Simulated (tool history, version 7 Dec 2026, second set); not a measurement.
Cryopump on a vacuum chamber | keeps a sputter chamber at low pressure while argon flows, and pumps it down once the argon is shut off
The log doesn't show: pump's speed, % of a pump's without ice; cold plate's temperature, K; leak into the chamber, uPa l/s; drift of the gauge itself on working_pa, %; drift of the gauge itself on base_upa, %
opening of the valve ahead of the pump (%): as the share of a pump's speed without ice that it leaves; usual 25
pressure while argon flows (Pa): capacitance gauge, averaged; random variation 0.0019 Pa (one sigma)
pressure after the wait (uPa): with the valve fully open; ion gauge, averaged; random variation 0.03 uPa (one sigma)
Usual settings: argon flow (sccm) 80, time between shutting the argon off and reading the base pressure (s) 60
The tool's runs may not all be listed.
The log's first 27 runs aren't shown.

run,day,argon flow (sccm),time between shutting the argon off and reading the base pressure (s),opening of the valve ahead of the pump (%),hours of work since the pump was warmed up and emptied,hours of work since the cold head was overhauled,hours of work since the chamber's fittings were tightened,pressure while argon flows (Pa),pressure after the wait (uPa)
28,14.133,144,200,18,241,241,1022,1.1487,1.53
29,14.500,33,163,34,244,244,1026,0.1411,1.62
30,15.112,33,72,25,250,250,1032,0.1930,2.20
31,15.842,33,72,25,257,257,1039,0.1911,2.24
32,16.325,33,72,25,262,262,1044,0.1915,2.19
33,16.683,33,61,26,266,266,1047,0.1841,2.33
34,17.383,84,21,16,273,273,1054,0.7616,4.80
35,17.854,84,21,16,277,277,1059,0.7539,4.63

3 ways to go on from here, each from the tool as it stands after run 35. What would each give?
A,18.462,76,59,25,283,283,1065,?,?
B,18.462,148,36,24,283,283,1065,?,?
C,18.462,54,72,56,283,283,1065,?,?

run,pressure while argon flows (Pa),pressure after the wait (uPa)
A,0.4423,2.51
B,0.8934,3.20
C,0.1460,2.16
Without the tool's hidden state the same runs would have given:
run,pressure while argon flows (Pa),pressure after the wait (uPa)
A,0.4309,1.55
B,0.8712,2.27
C,0.1378,1.23
